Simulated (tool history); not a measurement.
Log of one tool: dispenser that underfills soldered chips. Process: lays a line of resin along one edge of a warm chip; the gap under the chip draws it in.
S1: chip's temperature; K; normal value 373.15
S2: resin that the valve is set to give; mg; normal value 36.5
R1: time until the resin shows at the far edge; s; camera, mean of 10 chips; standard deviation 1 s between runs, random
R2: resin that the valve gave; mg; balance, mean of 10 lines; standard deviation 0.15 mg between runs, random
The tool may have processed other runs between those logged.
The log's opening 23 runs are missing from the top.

run 24 hour=109.2 | S1=380.15 S2=36.0 | R1=106.6 R2=34.69
run 25 hour=113.4 | S1=380.15 S2=36.2 | R1=131.3 R2=34.60
-- hour=117.1 new syringe of resin
run 26 hour=117.1 | S1=361.15 S2=36.5 | R1=148.9 R2=34.84
run 27 hour=120.4 | S1=386.15 S2=46.7 | R1=74.6 R2=44.34
run 28 hour=124.6 | S1=386.15 S2=46.7 | R1=90.2 R2=44.06
run 29 hour=127.5 | S1=370.15 S2=31.7 | R1=176.4 R2=29.79
run 30 hour=131.1 | S1=370.15 S2=31.7 | R1=209.0 R2=29.89
-- hour=132.3 new syringe of resin
-- hour=135.2 dispensing valve cleaned and set on the balance
run 31 hour=136.1 | S1=384.15 S2=38.3 | R1=78.9 R2=38.25
run 32 hour=140.8 | S1=384.15 S2=38.3 | R1=96.9 R2=38.22
run 33 hour=144.0 | S1=384.15 S2=38.3 | R1=111.3 R2=37.88
-- hour=148.1 new syringe of resin
run 34 hour=148.1 | S1=384.15 S2=38.3 | R1=69.9 R2=38.08
run 35 hour=154.3 | S1=384.15 S2=38.3 | R1=93.8 R2=37.95

Here are 4 independent what-if runs from the current tool condition. What would each one return?
run A hour=160.1 | S1=371.15 S2=46.0 | R1=? R2=?
run B hour=160.1 | S1=373.15 S2=35.1 | R1=? R2=?
run C hour=160.1 | S1=374.15 S2=33.2 | R1=? R2=?
run D hour=160.1 | S1=384.15 S2=45.1 | R1=? R2=?

run=A R1=179.6 R2=45.28
run=B R1=173.8 R2=34.46
run=C R1=166.8 R2=32.65
run=D R1=117.8 R2=44.09
With no hidden state in the tool, these same runs would have given:
run=A R1=101.1 R2=46.01
run=B R1=98.1 R2=35.02
run=C R1=93.6 R2=33.17
run=D R1=66.7 R2=44.80
